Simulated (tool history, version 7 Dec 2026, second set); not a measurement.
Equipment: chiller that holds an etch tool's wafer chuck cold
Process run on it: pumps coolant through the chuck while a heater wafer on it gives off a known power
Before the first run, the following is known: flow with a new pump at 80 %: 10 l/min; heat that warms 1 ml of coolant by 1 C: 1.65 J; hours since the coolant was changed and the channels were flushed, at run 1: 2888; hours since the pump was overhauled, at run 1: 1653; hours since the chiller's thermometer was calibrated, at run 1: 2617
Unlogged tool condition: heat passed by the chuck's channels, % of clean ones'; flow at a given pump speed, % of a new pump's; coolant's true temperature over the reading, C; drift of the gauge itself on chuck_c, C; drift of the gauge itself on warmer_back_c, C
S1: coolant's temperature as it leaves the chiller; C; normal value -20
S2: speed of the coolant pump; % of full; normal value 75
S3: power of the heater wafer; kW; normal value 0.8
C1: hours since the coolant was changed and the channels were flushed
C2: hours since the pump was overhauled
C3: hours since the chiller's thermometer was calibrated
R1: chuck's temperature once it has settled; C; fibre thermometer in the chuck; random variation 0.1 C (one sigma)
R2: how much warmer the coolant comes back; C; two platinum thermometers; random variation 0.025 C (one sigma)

run     day   S1  S2     S3    C1    C2    C3      R1    R2
  1       0  -20  75    0.8  2888  1653  2617  -12.58  3.16
  2   1.588  -20  75    0.8  2926  1691  2656  -12.48  3.17
  3   3.083  -23  75    0.8  2962  1727  2691  -15.68  3.17
  4   5.342  -23  75    0.8  3016  1781  2746  -15.48  3.17
  5   7.788  -23  75    0.8  3074  1840  2804  -15.48   3.2
  6   9.138  -20  96    0.8  3107  1872  2837  -13.86  2.41
  7  10.888  -20  96    0.8  3149  1914  2879  -13.74  2.43
  8    12.1  -20  96    0.8  3178  1943  2908  -13.74  2.46
  9  14.662  -30  75    0.8  3239  2005  2969  -22.52  3.17
     14.838  -- chiller's thermometer calibrated
 10  16.658  -30  75    0.8  3286  2052    44  -22.63  3.21
 11  19.246  -30  75    0.8  3348  2114   106  -22.53  3.18
 12  21.692  -20  75    0.8  3407  2172   164  -12.44   3.2
 13  23.154  -20  75    0.8  3442  2207   200  -12.48  3.22
 14  25.383  -15  75    0.8  3496  2261   253   -7.53  3.22
     26.029  -- chiller's thermometer calibrated, once more
 15  27.267  -15  75    0.8  3540  2305    30   -7.14  3.23
 16  28.942  -20  90    0.8  3580  2345    70  -13.27  2.64
 17  31.038  -15  62  0.954  3630  2396   120   -4.14  4.74
 18  33.208  -25  89    0.8  3683  2448   172  -18.25  2.68
 19  35.167  -20  65  0.696  3730  2495   219  -12.34  3.22
 20  37.108  -20  86    0.8  3776  2541   266  -13.02  2.78
 21  39.758  -20  86    0.8  3840  2605   330   -12.7  2.75
 22  41.129  -10  86  0.616  3873  2638   362   -4.47  2.19
 23  42.879  -16  66  0.616  3915  2680   404   -9.16  2.86
 24  44.175  -16  66  0.616  3946  2711   436   -9.34  2.81
 25  45.621  -16  66  0.616  3980  2746   470   -9.27  2.88
 26  48.083  -22  75  0.412  4040  2805   529   -17.9  1.64
 27  49.971  -23  73  0.826  4085  2850   575  -14.61  3.45
 28  52.433  -22  70  0.695  4144  2909   634  -14.74  3.03
 29  54.062  -22  86  0.461  4183  2948   673  -17.88  1.62
 30  55.804  -18  78  0.654  4225  2990   715  -11.74  2.58
 31  57.754  -20  76  1.089  4272  3037   761   -9.15   4.3
 32    59.3  -20  76  1.089  4309  3074   798   -9.24  4.31

Take each entry between the runs: how does the hidden state at the last listed run before it differ from the hidden state at the first listed run after it?
From run 9 to run 10: chiller's thermometer calibrated (day 14.838)
  heat passed by the chuck's channels, % of clean ones': 92 -> 91.9; coolant's true temperature over the reading, C: -0.26 -> -0.3
  difference, measured minus the result without the unlogged condition, R1: +0.34 -> +0.32 C; R2: +0.09 -> +0.08 C
From run 14 to run 15: chiller's thermometer calibrated, once more (day 26.029)
  heat passed by the chuck's channels, % of clean ones': 91.4 -> 91.3; flow at a given pump speed, % of a new pump's: 97 -> 96.9; coolant's true temperature over the reading, C: -0.31 -> -0.03
  difference, measured minus the result without the unlogged condition, R1: +0.36 -> +0.65 C; R2: +0.09 -> +0.1 C
